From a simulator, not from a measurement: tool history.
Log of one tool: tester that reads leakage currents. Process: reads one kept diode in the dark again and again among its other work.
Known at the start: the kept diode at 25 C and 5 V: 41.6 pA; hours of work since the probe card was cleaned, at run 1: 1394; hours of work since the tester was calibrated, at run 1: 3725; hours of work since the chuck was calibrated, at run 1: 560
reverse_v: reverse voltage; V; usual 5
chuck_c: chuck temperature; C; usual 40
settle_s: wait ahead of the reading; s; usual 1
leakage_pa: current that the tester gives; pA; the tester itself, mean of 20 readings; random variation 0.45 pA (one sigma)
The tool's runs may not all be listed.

run    hour  reverse_v  chuck_c  settle_s  hours of work since the probe card was cleaned  hours of work since the tester was calibrated  hours of work since the chuck was calibrated  leakage_pa
  1       0          5       40         1                                            1394                                           3725                                           560      156.34
  2   183.3       1.93       40         1                                            1523                                           3854                                           689       96.96
      210.1  -- probe card cleaned and baked
  3   316.3          5       40         1                                              74                                           3945                                           780      145.96
  4   415.3          5       40         1                                             144                                           4014                                           849      144.38
  5   517.4          5       40         1                                             215                                           4086                                           921      145.55
  6   644.4       5.12       40         1                                             304                                           4175                                          1010      146.69
  7   779.1       5.12       40         1                                             399                                           4269                                          1104      146.07
  8   866.9       5.12       40         1                                             460                                           4331                                          1166      145.37
  9  1001.9       5.12       40         1                                             555                                           4426                                          1260      146.43
 10  1163.1       5.12       40         1                                             668                                           4538                                          1373       146.4
       1305  -- chuck's temperature calibrated
 11  1314.9       1.28       40         1                                             773                                           4644                                             7       81.14
 12  1487.7          5       40         1                                             894                                           4765                                           128      157.88
 13  1602.4          5       40         1                                             975                                           4845                                           208      157.16
 14  1696.8          5       40         1                                            1041                                           4911                                           275      156.99
 15  1816.5          5       57         1                                            1125                                           4995                                           359       556.3
 16  1906.1          5       40         1                                            1187                                           5058                                           421      156.85
 17  2035.5          5       49         1                                            1278                                           5149                                           512      307.72
 18    2136          5       40         1                                            1349                                           5219                                           582      155.58
 19  2243.6        2.7       39         1                                            1424                                           5295                                           658      105.73

Run 20 comes next. What will it give?
 20  2406.6       8.54       28      3.59                                            1538                                           5409                                           772           ?

{"run 20": {"leakage_pa": 85.94}}
Without the tool's hidden state the same run would have given leakage_pa 69.94 pA.

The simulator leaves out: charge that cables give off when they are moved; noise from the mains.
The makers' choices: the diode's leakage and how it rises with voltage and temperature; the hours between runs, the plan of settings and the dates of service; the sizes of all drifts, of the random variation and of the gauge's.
